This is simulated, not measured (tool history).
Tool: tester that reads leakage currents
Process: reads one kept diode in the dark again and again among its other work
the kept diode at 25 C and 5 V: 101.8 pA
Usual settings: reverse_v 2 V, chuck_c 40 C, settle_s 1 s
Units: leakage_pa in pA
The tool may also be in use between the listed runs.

{"run": 1, "hour": 0.0, "reverse_v": 2, "chuck_c": 40, "settle_s": 1, "leakage_pa": 274.6}
{"run": 2, "hour": 49.6, "reverse_v": 2, "chuck_c": 40, "settle_s": 1, "leakage_pa": 274.62}
{"run": 3, "hour": 113.2, "reverse_v": 2, "chuck_c": 40, "settle_s": 1, "leakage_pa": 276.31}
{"run": 4, "hour": 168.6, "reverse_v": 2, "chuck_c": 40, "settle_s": 1, "leakage_pa": 276.61}
{"run": 5, "hour": 210.9, "reverse_v": 2, "chuck_c": 40, "settle_s": 0.4, "leakage_pa": 277.53}
{"run": 6, "hour": 253.9, "reverse_v": 2, "chuck_c": 33, "settle_s": 1, "leakage_pa": 154.42}
{"run": 7, "hour": 291.8, "reverse_v": 14.5, "chuck_c": 33, "settle_s": 1, "leakage_pa": 365.87}
{"run": 8, "hour": 341.4, "reverse_v": 14.5, "chuck_c": 33, "settle_s": 1, "leakage_pa": 369.35}
{"run": 9, "hour": 399.6, "reverse_v": 14.5, "chuck_c": 33, "settle_s": 1, "leakage_pa": 369.65}
{"run": 10, "hour": 450.7, "reverse_v": 2, "chuck_c": 40, "settle_s": 1, "leakage_pa": 281.33}
{"run": 11, "hour": 503.7, "reverse_v": 2, "chuck_c": 40, "settle_s": 1, "leakage_pa": 284.39}
{"run": 12, "hour": 551.3, "reverse_v": 2, "chuck_c": 40, "settle_s": 1, "leakage_pa": 283.49}
{"run": 13, "hour": 622.3, "reverse_v": 9.2, "chuck_c": 40, "settle_s": 1, "leakage_pa": 541.06}
{"run": 14, "hour": 693.9, "reverse_v": 9.2, "chuck_c": 40, "settle_s": 1, "leakage_pa": 548.52}
{"run": 15, "hour": 767.3, "reverse_v": 9.2, "chuck_c": 40, "settle_s": 1, "leakage_pa": 547.6}
{"run": 16, "hour": 818.4, "reverse_v": 9.2, "chuck_c": 40, "settle_s": 1, "leakage_pa": 547.92}
{"run": 17, "hour": 888.7, "reverse_v": 2, "chuck_c": 44, "settle_s": 1, "leakage_pa": 404.9}
{"run": 18, "hour": 946.6, "reverse_v": 13.4, "chuck_c": 40, "settle_s": 1, "leakage_pa": 652.07}
{"hour": 974.6, "done": "probe card cleaned and baked"}
{"run": 19, "hour": 1010.7, "reverse_v": 2, "chuck_c": 40, "settle_s": 1, "leakage_pa": 289.41}
{"run": 20, "hour": 1077.6, "reverse_v": 2, "chuck_c": 40, "settle_s": 1, "leakage_pa": 289.3}
{"run": 21, "hour": 1123.1, "reverse_v": 2, "chuck_c": 40, "settle_s": 1, "leakage_pa": 293.3}
{"run": 22, "hour": 1154.7, "reverse_v": 2, "chuck_c": 40, "settle_s": 1, "leakage_pa": 292.25}
{"run": 23, "hour": 1194.2, "reverse_v": 2, "chuck_c": 40, "settle_s": 1, "leakage_pa": 291.67}
{"run": 24, "hour": 1257.5, "reverse_v": 2, "chuck_c": 57, "settle_s": 1, "leakage_pa": 1132.31}
{"run": 25, "hour": 1323.8, "reverse_v": 2, "chuck_c": 57, "settle_s": 1, "leakage_pa": 1131.2}
{"run": 26, "hour": 1363.3, "reverse_v": 2, "chuck_c": 54, "settle_s": 2.44, "leakage_pa": 914.59}
{"run": 27, "hour": 1405.3, "reverse_v": 5.29, "chuck_c": 47, "settle_s": 1, "leakage_pa": 784.31}
{"run": 28, "hour": 1454.6, "reverse_v": 1.65, "chuck_c": 47, "settle_s": 1.27, "leakage_pa": 487.78}
{"hour": 1462.1, "done": "tester calibrated"}
{"run": 29, "hour": 1518.4, "reverse_v": 10.75, "chuck_c": 40, "settle_s": 1, "leakage_pa": 594.01}
{"run": 30, "hour": 1583.1, "reverse_v": 7.37, "chuck_c": 31, "settle_s": 7.46, "leakage_pa": 236.46}
{"run": 31, "hour": 1639.8, "reverse_v": 7.37, "chuck_c": 46, "settle_s": 1.13, "leakage_pa": 840.61}
{"run": 32, "hour": 1686.5, "reverse_v": 7.37, "chuck_c": 46, "settle_s": 1.13, "leakage_pa": 842.97}
{"run": 33, "hour": 1751.2, "reverse_v": 4.94, "chuck_c": 30, "settle_s": 0.62, "leakage_pa": 187.66}
{"hour": 1774.9, "done": "tester calibrated, once more"}
{"run": 34, "hour": 1814.1, "reverse_v": 6.76, "chuck_c": 28, "settle_s": 4.21, "leakage_pa": 177.14}
{"run": 35, "hour": 1888.1, "reverse_v": 11.79, "chuck_c": 40, "settle_s": 0.55, "leakage_pa": 633.35}
{"run": 36, "hour": 1925.9, "reverse_v": 4.18, "chuck_c": 40, "settle_s": 0.55, "leakage_pa": 412.91}
{"run": 37, "hour": 1976.6, "reverse_v": 2, "chuck_c": 40, "settle_s": 3.47, "leakage_pa": 307.11}
{"run": 38, "hour": 2010.7, "reverse_v": 9.04, "chuck_c": 22, "settle_s": 3.59, "leakage_pa": 119.61}
{"run": 39, "hour": 2049.5, "reverse_v": 2, "chuck_c": 35, "settle_s": 1.21, "leakage_pa": 202.83}

Some steps in leakage_pa between neighbouring runs. How much of each would the tool show without its hidden state too (settings, what came in, random variation), and how much is left for the hidden state, with any gauge scatter that isn't in both results?
The hidden state here: stray current of the dirty probe card, pA a volt; current scale over the true one, %; true chuck temperature over the reading, C; drift of the gauge itself on leakage_pa, %.
Run 23 -> 24: chuck_c 40 -> 57. leakage_pa +840.64 pA: hidden state +70.54, all else +770.1.
Run 30 -> 31: chuck_c 31 -> 46, settle_s 7.46 -> 1.13. leakage_pa +604.15 pA: hidden state +67.62, all else +536.53.
Run 32 -> 33: reverse_v 7.37 -> 4.94, chuck_c 46 -> 30, settle_s 1.13 -> 0.62. leakage_pa -655.31 pA: hidden state -74.43, all else -580.88.

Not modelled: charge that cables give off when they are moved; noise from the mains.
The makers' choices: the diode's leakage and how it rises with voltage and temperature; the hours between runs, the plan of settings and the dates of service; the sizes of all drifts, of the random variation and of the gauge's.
